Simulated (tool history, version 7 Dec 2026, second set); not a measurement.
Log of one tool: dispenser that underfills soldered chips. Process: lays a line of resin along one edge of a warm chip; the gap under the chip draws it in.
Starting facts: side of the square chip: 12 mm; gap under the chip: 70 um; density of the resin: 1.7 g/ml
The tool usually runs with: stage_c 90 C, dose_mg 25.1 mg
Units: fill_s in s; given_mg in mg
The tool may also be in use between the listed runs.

Run 1, hour 0: usual settings. Result: fill_s 65.5 s, given_mg 24.41 mg.
At hour 2.6: new syringe of resin.
Run 2, hour 7.7: usual settings. Result: fill_s 53.2 s, given_mg 24.52 mg.
At hour 14.8: new syringe of resin.
Run 3, hour 21.1: usual settings. Result: fill_s 57.3 s, given_mg 24.11 mg.
At hour 27.2: new syringe of resin.
Run 4, hour 33.7: usual settings. Result: fill_s 56.1 s, given_mg 24.2 mg.
At hour 40.2: new syringe of resin.
Run 5, hour 45.5: usual settings. Result: fill_s 54.1 s, given_mg 23.91 mg.
At hour 52.4: new syringe of resin.
Run 6, hour 52.7: usual settings. Result: fill_s 43.7 s, given_mg 23.86 mg.
At hour 65.5: new syringe of resin.
Run 7, hour 67.7: usual settings. Result: fill_s 47.7 s, given_mg 23.5 mg.
At hour 73.8: dispensing valve cleaned and set on the balance.
At hour 78.9: new syringe of resin.
Run 8, hour 79.7: usual settings. Result: fill_s 43.9 s, given_mg 25.11 mg.
At hour 91.6: new syringe of resin.
Run 9, hour 92.1: usual settings. Result: fill_s 42.9 s, given_mg 24.94 mg.
Run 10, hour 100.9: usual settings. Result: fill_s 62.6 s, given_mg 24.75 mg.
At hour 104: new syringe of resin.
Run 11, hour 108.5: usual settings but stage_c 102 C, dose_mg 31.3 mg. Result: fill_s 31.9 s, given_mg 30.82 mg.
Run 12, hour 115.4: usual settings but stage_c 102 C, dose_mg 31.3 mg. Result: fill_s 41.9 s, given_mg 30.68 mg.
At hour 117.2: new syringe of resin.
Run 13, hour 125.5: usual settings but stage_c 87 C, dose_mg 23.6 mg. Result: fill_s 70.1 s, given_mg 22.87 mg.
At hour 129.8: new syringe of resin.
Run 14, hour 134.5: usual settings but stage_c 101 C, dose_mg 29.9 mg. Result: fill_s 32.9 s, given_mg 29.14 mg.

Predict the results of run 15:
At hour 142.4: new syringe of resin.
Run 15, hour 144.9: usual settings but stage_c 76 C, dose_mg 23.8 mg. Result: fill_s ?, given_mg ?.

{"run 15": {"fill_s": 84.4, "given_mg": 22.74}}
Without the tool's hidden state the same run would have given fill_s 76.8 s, given_mg 23.54 mg.
